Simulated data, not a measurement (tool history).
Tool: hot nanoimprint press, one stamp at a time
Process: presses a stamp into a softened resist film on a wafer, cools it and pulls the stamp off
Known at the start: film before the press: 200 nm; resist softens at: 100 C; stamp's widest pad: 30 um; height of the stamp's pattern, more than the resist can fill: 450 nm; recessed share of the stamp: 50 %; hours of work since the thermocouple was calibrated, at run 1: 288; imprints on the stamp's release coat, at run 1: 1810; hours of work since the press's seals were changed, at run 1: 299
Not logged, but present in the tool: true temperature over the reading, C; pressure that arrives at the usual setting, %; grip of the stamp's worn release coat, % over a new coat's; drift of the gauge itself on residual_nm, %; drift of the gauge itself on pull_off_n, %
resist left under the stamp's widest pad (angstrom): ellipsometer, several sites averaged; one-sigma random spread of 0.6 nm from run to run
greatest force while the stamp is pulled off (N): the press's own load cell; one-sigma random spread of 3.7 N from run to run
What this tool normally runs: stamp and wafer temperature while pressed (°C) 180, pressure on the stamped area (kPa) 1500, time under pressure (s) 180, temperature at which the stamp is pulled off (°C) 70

run	hour	stamp and wafer temperature while pressed (°C)	pressure on the stamped area (kPa)	time under pressure (s)	temperature at which the stamp is pulled off (°C)	hours of work since the thermocouple was calibrated	imprints on the stamp's release coat	hours of work since the press's seals were changed	resist left under the stamp's widest pad (angstrom)	greatest force while the stamp is pulled off (N)
1	0	180	1500	180	70	288	1810	299	738	176
2	9.7	179	1500	180	70	295	1847	306	770	177
3	21.1	179	1500	180	70	303	1891	315	777	179
4	29	179	1500	180	70	309	1921	320	775	173
5	36.1	179	1500	180	70	314	1948	325	764	176
6	47	179	1500	180	70	322	1990	333	777	176
7	56.1	179	1500	180	70	328	2025	340	779	180
8	62.1	179	1500	180	70	332	2048	344	757	181
9	66.9	180	1030	180	70	336	2066	348	902	180
10	72	180	1030	180	70	340	2086	351	892	180
11	80.7	180	1030	180	70	346	2119	358	900	178
12	85.6	180	1030	180	70	349	2138	361	886	181
13	94.8	180	1030	92	70	356	2173	368	1138	176
# hour 105.3: stamp cleaned and given a new release coat
14	108.3	180	1030	92	70	361	12	373	1134	178
15	117.4	180	1030	92	56	368	46	380	1132	192
16	126.4	174	1500	180	73	374	81	386	894	179
17	135	180	1780	145	70	381	114	392	751	174
18	142.8	174	1500	180	74	386	144	398	897	172
19	149.4	171	1460	180	70	391	169	403	979	178
20	156.7	175	1460	180	70	396	197	408	882	176
21	162.7	180	1500	180	69	401	220	412	748	178
22	172.2	180	1500	180	69	407	256	419	754	176
23	183.2	178	1410	180	70	415	298	427	818	174
24	194.7	178	1410	180	70	424	342	435	824	171
25	202.2	178	1410	180	70	429	371	441	826	171
# hour 207.6: plate thermocouple calibrated
26	210.3	178	1410	180	70	2	390	444	822	178
27	218.5	186	1500	180	69	8	422	450	631	178

Alternative continuations, all from the tool just after run 27; predict every row:
A	225.8	170	1500	180	67	13	450	456	?	?
B	225.8	182	1500	150	77	13	450	456	?	?
C	225.8	180	1470	180	65	13	450	456	?	?

run	resist left under the stamp's widest pad (angstrom)	greatest force while the stamp is pulled off (N)
A	999	182
B	755	165
C	752	179
The same runs, with their run-to-run variation unchanged, on a tool lacking any hidden condition would have given:
run	resist left under the stamp's widest pad (angstrom)	greatest force while the stamp is pulled off (N)
A	999	181
B	755	164
C	751	178

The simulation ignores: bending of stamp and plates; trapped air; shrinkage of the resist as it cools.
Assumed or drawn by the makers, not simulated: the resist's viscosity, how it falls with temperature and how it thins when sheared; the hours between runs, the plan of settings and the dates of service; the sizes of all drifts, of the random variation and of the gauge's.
